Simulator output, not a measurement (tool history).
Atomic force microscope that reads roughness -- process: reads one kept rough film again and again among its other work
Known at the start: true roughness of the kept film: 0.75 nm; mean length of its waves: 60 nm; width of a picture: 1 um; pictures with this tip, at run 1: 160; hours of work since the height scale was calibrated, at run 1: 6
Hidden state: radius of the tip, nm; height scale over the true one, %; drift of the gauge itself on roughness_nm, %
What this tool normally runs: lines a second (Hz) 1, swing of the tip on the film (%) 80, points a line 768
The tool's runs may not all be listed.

| run | hour | lines a second (Hz) | swing of the tip on the film (%) | points a line | pictures with this tip | hours of work since the height scale was calibrated | roughness of the kept film (nm (root mean square)) |
|---|---|---|---|---|---|---|---|
| 1 | 0 | 1 | 80 | 768 | 160 | 6 | 0.6963 |
|  | 5.8 | new tip fitted |
| 2 | 16.6 | 1 | 80 | 768 | 20 | 16 | 0.7021 |
| 3 | 32.1 | 1 | 80 | 768 | 47 | 25 | 0.701 |
| 4 | 45.4 | 1 | 58 | 768 | 71 | 32 | 0.7312 |
| 5 | 54.6 | 1 | 58 | 768 | 87 | 38 | 0.7308 |
| 6 | 72.7 | 1 | 80 | 768 | 120 | 48 | 0.699 |
| 7 | 89.8 | 1 | 80 | 768 | 150 | 58 | 0.6988 |
|  | 100.4 | new tip fitted |
| 8 | 108.2 | 1 | 80 | 768 | 14 | 68 | 0.7016 |
| 9 | 122.7 | 1 | 80 | 768 | 40 | 76 | 0.7022 |
| 10 | 142.2 | 1 | 80 | 768 | 75 | 88 | 0.7001 |
| 11 | 154.8 | 1 | 80 | 768 | 98 | 95 | 0.6979 |
| 12 | 164.7 | 1 | 80 | 768 | 115 | 101 | 0.6991 |
| 13 | 175.1 | 0.83 | 80 | 768 | 134 | 107 | 0.7069 |
|  | 194.9 | new tip fitted |
| 14 | 194.9 | 0.83 | 80 | 768 | 0 | 118 | 0.7102 |
| 15 | 204 | 0.83 | 80 | 768 | 16 | 123 | 0.7101 |
| 16 | 215 | 0.83 | 80 | 768 | 36 | 129 | 0.7086 |
| 17 | 224.3 | 0.83 | 80 | 768 | 53 | 135 | 0.7081 |
| 18 | 233.9 | 0.83 | 80 | 768 | 70 | 140 | 0.7084 |
| 19 | 245.8 | 1 | 80 | 768 | 91 | 147 | 0.7002 |
| 20 | 255.8 | 1 | 80 | 768 | 109 | 153 | 0.6991 |
| 21 | 274.8 | 1 | 80 | 768 | 143 | 164 | 0.6991 |
| 22 | 285.5 | 1 | 80 | 768 | 162 | 170 | 0.6985 |
|  | 289.9 | new tip fitted |
| 23 | 305 | 1 | 80 | 768 | 27 | 181 | 0.7009 |
| 24 | 321.5 | 1 | 61 | 440 | 57 | 190 | 0.7303 |
| 25 | 337.8 | 0.6 | 61 | 717 | 86 | 200 | 0.7354 |
| 26 | 352.3 | 0.6 | 61 | 717 | 112 | 208 | 0.736 |
| 27 | 361.2 | 0.6 | 61 | 403 | 127 | 213 | 0.7326 |
| 28 | 370.9 | 1.52 | 66 | 329 | 145 | 219 | 0.7114 |
|  | 384.9 | new tip fitted |
| 29 | 388.1 | 1.52 | 66 | 329 | 6 | 228 | 0.7149 |
| 30 | 399.1 | 3.12 | 57 | 322 | 25 | 235 | 0.7086 |
| 31 | 417 | 2.35 | 83 | 706 | 57 | 245 | 0.6379 |
| 32 | 427.9 | 1.15 | 73 | 706 | 77 | 251 | 0.7105 |
| 33 | 436 | 3.55 | 56 | 983 | 91 | 256 | 0.7079 |
| 34 | 444 | 3.65 | 58 | 277 | 105 | 260 | 0.6977 |
| 35 | 457.8 | 3.65 | 58 | 277 | 130 | 268 | 0.6978 |
| 36 | 468 | 3.65 | 58 | 277 | 148 | 274 | 0.6969 |
| 37 | 476 | 1 | 80 | 286 | 163 | 279 | 0.6984 |
|  | 479.9 | new tip fitted |
| 38 | 495.1 | 1 | 80 | 286 | 27 | 290 | 0.7018 |
| 39 | 504.3 | 1 | 80 | 286 | 43 | 295 | 0.7001 |
| 40 | 520.3 | 1.4 | 75 | 768 | 72 | 304 | 0.6986 |
| 41 | 529.4 | 0.59 | 80 | 768 | 88 | 309 | 0.7187 |
| 42 | 546.9 | 0.59 | 80 | 768 | 119 | 319 | 0.7188 |
| 43 | 566.1 | 0.59 | 80 | 768 | 153 | 330 | 0.7172 |
|  | 575.5 | new tip fitted |
| 44 | 576 | 3.38 | 80 | 776 | 1 | 336 | 0.6165 |
| 45 | 591.2 | 0.9 | 66 | 492 | 28 | 345 | 0.727 |

For each run, the measured value with the value that run would have given without the tool's hidden condition subtracted. The run-to-run variation is shared by both, the gauge scatter possibly not:
| run | roughness of the kept film (nm (root mean square)) |
|---|---|
| 1 | -0.004 |
| 2 | +0.0003 |
| 3 | -0.0004 |
| 4 | -0.001 |
| 5 | -0.0015 |
| 6 | -0.0023 |
| 7 | -0.0031 |
| 8 | +0.0007 |
| 9 | +0 |
| 10 | -0.0009 |
| 11 | -0.0016 |
| 12 | -0.0021 |
| 13 | -0.0026 |
| 14 | +0.0012 |
| 15 | +0.0008 |
| 16 | +0.0004 |
| 17 | -0.0001 |
| 18 | -0.0006 |
| 19 | -0.0013 |
| 20 | -0.0017 |
| 21 | -0.0026 |
| 22 | -0.0032 |
| 23 | +0.0011 |
| 24 | +0.0005 |
| 25 | -0.0004 |
| 26 | -0.001 |
| 27 | -0.0014 |
| 28 | -0.0019 |
| 29 | +0.0021 |
| 30 | +0.0015 |
| 31 | +0.0006 |
| 32 | +0.0001 |
| 33 | -0.0002 |
| 34 | -0.0006 |
| 35 | -0.0012 |
| 36 | -0.0018 |
| 37 | -0.0021 |
| 38 | +0.0018 |
| 39 | +0.0013 |
| 40 | +0.0004 |
| 41 | +0.0001 |
| 42 | -0.0008 |
| 43 | -0.0017 |
| 44 | +0.0025 |
| 45 | +0.0022 |
